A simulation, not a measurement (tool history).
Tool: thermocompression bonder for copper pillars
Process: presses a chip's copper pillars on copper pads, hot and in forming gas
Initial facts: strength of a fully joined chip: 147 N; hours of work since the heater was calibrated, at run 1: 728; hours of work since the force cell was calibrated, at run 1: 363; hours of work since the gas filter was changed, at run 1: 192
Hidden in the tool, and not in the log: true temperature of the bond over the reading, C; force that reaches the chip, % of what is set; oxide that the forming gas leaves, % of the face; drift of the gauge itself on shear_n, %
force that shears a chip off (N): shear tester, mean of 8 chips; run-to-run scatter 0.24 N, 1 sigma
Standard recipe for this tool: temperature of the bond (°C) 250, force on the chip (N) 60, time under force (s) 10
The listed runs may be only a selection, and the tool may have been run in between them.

run,hour,temperature of the bond (°C),force on the chip (N),time under force (s),hours of work since the heater was calibrated,hours of work since the force cell was calibrated,hours of work since the gas filter was changed,force that shears a chip off (N)
1,0,250,60,10,728,363,192,49.2
2,25,250,60,10,744,379,208,49.5
3,37.9,250,60,10,753,388,217,48.8
4,53.8,250,60,10,763,398,227,49.4
5,69.9,265,60,10,774,409,238,60.6
6,100.7,237,60,10,794,429,258,39.7
7,116.9,237,60,10,805,440,269,39.2
8,143.9,250,58,10,823,458,286,48.2
9,162.9,250,58,10,835,470,299,48.2
10,188.1,250,60,27,852,487,316,70.6
11,207,250,60,27,864,499,328,70.9
12,232.2,250,64,10,881,516,345,50
13,255.3,250,64,10,896,531,360,50.2
14,270.9,250,87,10,906,541,370,58.8
15,288.3,243,48,10,918,553,381,38.5
16,303.5,243,48,10,928,563,391,38.1
17,332.3,250,65,25,947,582,410,70.7
# hour 340.8: forming gas filter changed
18,350,250,65,25,958,593,6,71.7
19,365.8,250,65,25,968,603,16,71.8
20,383.6,250,65,25,980,615,28,72.1
21,399.8,250,65,25,991,626,39,71.7
22,425.9,268,57,16,1008,643,56,72.4
23,448.9,271,44,22,1023,658,71,75.6
24,472.5,267,50,10,1039,674,87,56.7
25,496,250,41,8,1054,689,102,35.8
26,513.8,272,40,20,1066,701,114,70.3
27,536.6,272,40,20,1081,716,129,70.2
28,557,266,40,11,1094,729,142,51.4

Forecast each of these 3 alternatives for the next run:
A,586.7,250,60,14,1114,749,162,?
B,586.7,250,60,13,1114,749,162,?
C,586.7,265,45,24,1114,749,162,?

run,force that shears a chip off (N)
A,55.1
B,53.3
C,72.1
What these runs would have given with no unlogged condition in the tool:
run,force that shears a chip off (N)
A,59
B,57.2
C,76.3
